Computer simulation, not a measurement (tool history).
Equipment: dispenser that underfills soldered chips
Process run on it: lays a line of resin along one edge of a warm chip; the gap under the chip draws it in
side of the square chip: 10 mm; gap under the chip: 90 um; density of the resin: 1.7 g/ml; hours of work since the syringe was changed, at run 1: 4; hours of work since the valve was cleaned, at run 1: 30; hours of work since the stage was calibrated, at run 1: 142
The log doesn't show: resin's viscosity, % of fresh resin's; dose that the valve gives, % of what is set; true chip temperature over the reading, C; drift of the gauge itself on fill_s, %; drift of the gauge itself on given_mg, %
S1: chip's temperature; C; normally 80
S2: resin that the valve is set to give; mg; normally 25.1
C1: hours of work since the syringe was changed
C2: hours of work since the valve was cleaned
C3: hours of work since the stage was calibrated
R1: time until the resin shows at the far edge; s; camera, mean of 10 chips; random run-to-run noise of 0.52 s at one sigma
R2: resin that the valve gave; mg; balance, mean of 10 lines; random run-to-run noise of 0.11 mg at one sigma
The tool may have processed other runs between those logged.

| run | hour | S1 | S2 | C1 | C2 | C3 | R1 | R2 |
|---|---|---|---|---|---|---|---|---|
| 1 | 0.0 | 80 | 25.1 | 4 | 30 | 142 | 45.9 | 24.82 |
| 2 | 5.0 | 80 | 25.1 | 8 | 33 | 146 | 51.3 | 24.69 |
|  | 6.2 | new syringe of resin |
| 3 | 12.7 | 80 | 24.5 | 4 | 38 | 150 | 46.7 | 23.71 |
|  | 18.7 | new syringe of resin |
| 4 | 19.2 | 80 | 31.2 | 0 | 42 | 155 | 39.2 | 30.56 |
| 5 | 24.4 | 80 | 31.2 | 4 | 46 | 158 | 46.2 | 30.37 |
|  | 31.2 | new syringe of resin |
| 6 | 31.4 | 80 | 25.1 | 0 | 50 | 162 | 40.5 | 24.30 |
| 7 | 35.5 | 80 | 25.1 | 3 | 53 | 165 | 44.9 | 24.25 |
| 8 | 42.6 | 80 | 25.1 | 8 | 58 | 170 | 52.2 | 24.29 |
|  | 43.6 | new syringe of resin |
| 9 | 52.0 | 80 | 25.1 | 6 | 64 | 176 | 47.8 | 24.26 |
|  | 56.3 | new syringe of resin |
| 10 | 59.3 | 80 | 22.0 | 2 | 68 | 180 | 42.2 | 21.13 |
| 11 | 63.6 | 80 | 22.0 | 5 | 71 | 183 | 48.0 | 21.08 |
|  | 68.8 | new syringe of resin |
| 12 | 69.7 | 80 | 22.0 | 1 | 75 | 187 | 41.9 | 20.96 |
| 13 | 74.6 | 80 | 22.0 | 4 | 78 | 190 | 45.8 | 20.95 |
|  | 77.2 | dispensing valve cleaned and set on the balance |
|  | 82.5 | new syringe of resin |
| 14 | 84.0 | 89 | 25.1 | 1 | 4 | 196 | 26.1 | 25.08 |
| 15 | 88.6 | 89 | 25.1 | 4 | 7 | 199 | 28.3 | 25.11 |
|  | 94.9 | new syringe of resin |
| 16 | 98.2 | 89 | 25.1 | 2 | 14 | 205 | 28.3 | 24.89 |
| 17 | 103.5 | 89 | 25.1 | 6 | 17 | 208 | 31.6 | 24.88 |
|  | 107.8 | new syringe of resin |
| 18 | 110.3 | 94 | 25.1 | 2 | 21 | 213 | 21.4 | 24.84 |
|  | 120.3 | new syringe of resin |
| 19 | 120.3 | 94 | 25.1 | 0 | 28 | 219 | 19.7 | 24.61 |
| 20 | 128.7 | 82 | 29.1 | 6 | 33 | 225 | 43.0 | 28.50 |
|  | 133.2 | new syringe of resin |
| 21 | 135.2 | 82 | 29.1 | 1 | 37 | 229 | 36.8 | 28.32 |
| 22 | 145.0 | 82 | 29.1 | 8 | 44 | 235 | 45.9 | 28.21 |
|  | 146.0 | new syringe of resin |
| 23 | 149.4 | 69 | 29.1 | 2 | 47 | 238 | 75.3 | 28.20 |
| 24 | 153.7 | 69 | 29.1 | 5 | 49 | 241 | 81.6 | 28.00 |
|  | 158.8 | new syringe of resin |
| 25 | 160.2 | 69 | 29.1 | 1 | 54 | 245 | 68.5 | 28.19 |
| 26 | 166.7 | 65 | 29.0 | 5 | 58 | 249 | 99.0 | 27.92 |
|  | 171.4 | new syringe of resin |
| 27 | 175.6 | 84 | 28.6 | 3 | 64 | 255 | 33.9 | 27.22 |
|  | 184.4 | new syringe of resin |
| 28 | 185.0 | 95 | 27.0 | 0 | 70 | 261 | 18.8 | 25.71 |
| 29 | 190.8 | 66 | 23.2 | 4 | 73 | 265 | 95.0 | 22.08 |
| 30 | 196.4 | 82 | 25.1 | 8 | 77 | 269 | 47.7 | 23.69 |
|  | 197.5 | new syringe of resin |
|  | 200.9 | dispensing valve cleaned and set on the balance |
| 31 | 203.2 | 82 | 25.1 | 3 | 2 | 272 | 37.8 | 25.41 |
|  | 210.9 | new syringe of resin |
| 32 | 211.1 | 79 | 25.1 | 0 | 7 | 277 | 40.7 | 25.00 |
| 33 | 219.5 | 79 | 25.1 | 6 | 12 | 283 | 49.1 | 25.08 |
|  | 223.6 | new syringe of resin |
| 34 | 224.7 | 79 | 25.1 | 1 | 15 | 286 | 41.3 | 24.69 |
| 35 | 233.5 | 79 | 25.1 | 7 | 21 | 292 | 49.6 | 24.62 |
|  | 236.0 | new syringe of resin |
| 36 | 241.3 | 69 | 26.7 | 4 | 26 | 297 | 73.0 | 26.21 |

Subtracting, for every run, the result it would have given without the tool's unlogged condition from the measured result gives the following. The same run-to-run variation enters both numbers; the gauge's scatter may not:
| run | R1 | R2 |
|---|---|---|
| 1 | +3.6 | -0.45 |
| 2 | +9.7 | -0.50 |
| 3 | +4.2 | -0.56 |
| 4 | -2.2 | -0.81 |
| 5 | +3.3 | -0.88 |
| 6 | -2.4 | -0.79 |
| 7 | +2.0 | -0.84 |
| 8 | +10.5 | -0.93 |
| 9 | +6.4 | -1.03 |
| 10 | -0.6 | -0.97 |
| 11 | +4.4 | -1.01 |
| 12 | -1.9 | -1.08 |
| 13 | +3.5 | -1.14 |
| 14 | -1.5 | -0.08 |
| 15 | +1.6 | -0.13 |
| 16 | +0.4 | -0.25 |
| 17 | +4.2 | -0.30 |
| 18 | -0.4 | -0.37 |
| 19 | -1.5 | -0.49 |
| 20 | +5.2 | -0.69 |
| 21 | -1.6 | -0.76 |
| 22 | +8.3 | -0.89 |
| 23 | -0.9 | -0.95 |
| 24 | +7.3 | -1.00 |
| 25 | -5.3 | -1.09 |
| 26 | +8.2 | -1.18 |
| 27 | +0.3 | -1.26 |
| 28 | -1.3 | -1.31 |
| 29 | +6.1 | -1.18 |
| 30 | +9.2 | -1.35 |
| 31 | -0.2 | +0.01 |
| 32 | -4.4 | -0.08 |
| 33 | +4.9 | -0.19 |
| 34 | -4.0 | -0.25 |
| 35 | +5.9 | -0.35 |
| 36 | +0.6 | -0.48 |

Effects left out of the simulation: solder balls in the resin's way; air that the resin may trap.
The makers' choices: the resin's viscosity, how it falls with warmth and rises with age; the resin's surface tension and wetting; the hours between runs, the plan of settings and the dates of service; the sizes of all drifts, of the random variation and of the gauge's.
